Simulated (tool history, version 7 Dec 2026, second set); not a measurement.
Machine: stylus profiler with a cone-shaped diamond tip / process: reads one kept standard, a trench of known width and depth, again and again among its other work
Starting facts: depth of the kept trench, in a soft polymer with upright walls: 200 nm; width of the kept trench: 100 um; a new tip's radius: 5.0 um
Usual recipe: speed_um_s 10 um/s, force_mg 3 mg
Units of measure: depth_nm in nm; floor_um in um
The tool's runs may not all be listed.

| run | hour | speed_um_s | force_mg | depth_nm | floor_um |
|---|---|---|---|---|---|
| 1 | 0 | 10 | 3 | 203.77 | 97.01 |
| 2 | 15.6 | 35 | 3 | 203.82 | 96.93 |
| 3 | 29.3 | 35 | 3 | 203.55 | 96.94 |
| 4 | 36.1 | 35 | 3 | 203.71 | 96.88 |
| 5 | 53.1 | 35 | 4.8 | 205.27 | 96.94 |
| 6 | 62.7 | 34 | 1.5 | 202.13 | 96.86 |
| 7 | 74.3 | 3 | 1.03 | 201.81 | 97.01 |
| 8 | 86.7 | 21 | 2.56 | 203.29 | 96.95 |
| 9 | 103.5 | 13 | 7.84 | 206.9 | 96.96 |
| 10 | 120.1 | 12 | 3.34 | 203.93 | 96.95 |

A few steps of depth_nm between consecutive runs. Split each: what settings, incoming material and random variation would produce without the hidden state, and what is left over for the hidden state, along with gauge scatter present in only one of the two compared results (measured, and without hidden state):
The hidden state here: radius of the tip, um; height scale over the true one, %; drift of the gauge itself on depth_nm, %; drift of the gauge itself on floor_um, %.
Run 2 -> 3: no setting changed, nothing entered. depth_nm -0.27 nm: hidden state -0.01, all else -0.26.
Run 8 -> 9: speed_um_s 21 -> 13, force_mg 2.56 -> 7.84. depth_nm +3.61 nm: hidden state +0, all else +3.61.

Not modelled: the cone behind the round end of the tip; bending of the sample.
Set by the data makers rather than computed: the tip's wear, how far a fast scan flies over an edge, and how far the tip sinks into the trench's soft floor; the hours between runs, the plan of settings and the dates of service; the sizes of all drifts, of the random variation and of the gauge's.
